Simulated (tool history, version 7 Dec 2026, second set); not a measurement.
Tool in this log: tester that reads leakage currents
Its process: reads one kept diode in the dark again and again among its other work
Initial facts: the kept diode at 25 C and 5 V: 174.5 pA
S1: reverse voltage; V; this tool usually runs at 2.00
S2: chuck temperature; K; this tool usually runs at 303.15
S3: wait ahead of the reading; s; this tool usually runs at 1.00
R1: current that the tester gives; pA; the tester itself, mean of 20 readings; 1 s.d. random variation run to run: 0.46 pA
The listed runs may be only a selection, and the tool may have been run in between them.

run      day    S1      S2    S3      R1
  1    0.000  2.00  303.15  1.00  152.74
  2    3.692  2.00  303.15  1.00  153.25
  3   12.496  2.00  303.15  1.00  153.11
  4   20.262  2.00  303.15  1.00  153.09
  5   28.225  2.58  303.15  1.00  177.78
  6   32.808  2.58  303.15  1.00  177.56
  7   37.683  2.58  303.15  1.00  178.67
      40.771  -- chuck's temperature calibrated
  8   44.129  2.58  303.15  1.00  178.29
  9   50.096  2.58  303.15  1.00  177.86
      53.021  -- probe card cleaned and baked
 10   54.617  2.58  303.15  1.00  179.17
 11   59.325  2.58  303.15  0.44  179.29
 12   63.317  1.35  313.15  0.83  259.96
      68.596  -- tester calibrated
 13   68.967  2.00  303.15  1.00  152.87
 14   74.904  3.35  303.15  1.00  208.61
 15   78.750  1.70  329.15  3.85  924.50
      85.021  -- chuck's temperature calibrated
 16   86.617  1.70  329.15  3.85  915.36
 17   92.917  1.70  329.15  3.85  916.83
 18   97.829  7.73  308.15  1.00  498.18
 19  106.379  1.09  301.15  1.15   91.19
 20  113.392  1.09  301.15  1.15   91.96
 21  121.021  9.93  294.15  1.77  190.47

Forecast each of these 5 alternatives for the next run:
  A  124.642  4.76  306.15  2.61   ?
  B  124.642  1.97  311.15  2.30   ?
  C  124.642  2.00  303.15  3.58   ?
  D  124.642  2.93  300.15  2.06   ?
  E  124.642  1.44  299.15  2.10   ?

run      R1
  A  321.15
  B  280.43
  C  152.98
  D  151.20
  E   91.80
Without the tool's hidden state the same runs would have given:
run      R1
  A  320.81
  B  280.15
  C  152.82
  D  151.04
  E   91.70
